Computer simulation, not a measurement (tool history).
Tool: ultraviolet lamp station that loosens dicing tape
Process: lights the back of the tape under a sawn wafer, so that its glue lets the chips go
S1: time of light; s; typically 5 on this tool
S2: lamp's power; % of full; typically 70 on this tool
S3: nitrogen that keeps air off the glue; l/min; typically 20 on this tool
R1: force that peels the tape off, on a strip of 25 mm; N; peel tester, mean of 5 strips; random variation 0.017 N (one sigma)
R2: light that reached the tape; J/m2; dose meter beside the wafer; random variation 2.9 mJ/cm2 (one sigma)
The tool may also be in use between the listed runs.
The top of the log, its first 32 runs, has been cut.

run,hour,S1,S2,S3,R1,R2
# hour 1822.1: window cleaned of glue's vapour
33,1830.1,4,94,18,1.375,3390
34,1912.6,2,70,26,4.785,1220
35,1987.7,2,70,26,4.945,1210
36,2061.0,5,97,11,1.185,4130
37,2139.3,5,97,27,0.815,4030
38,2212.0,8,70,20,0.694,4520
# hour 2266.2: lamp changed
39,2282.4,8,70,20,0.271,6480
40,2345.9,9,67,20,0.211,6850
41,2414.3,9,94,17,0.108,9360
42,2492.0,9,94,17,0.098,9290
43,2565.9,3,66,26,2.670,2130

Each row is a separate what-if for the run after 43, all from the same tool condition, not one after another. Results?
A,2645.8,5,98,37,?,?
B,2645.8,10,96,27,?,?
C,2645.8,5,92,20,?,?
D,2645.8,3,66,12,?,?

run,R1,R2
A,0.363,5210
B,0.082,10060
C,0.591,4870
D,3.450,2100
Without the tool's unlogged condition, the same runs would have read:
run,R1,R2
A,0.229,6070
B,0.073,11710
C,0.386,5670
D,2.854,2450
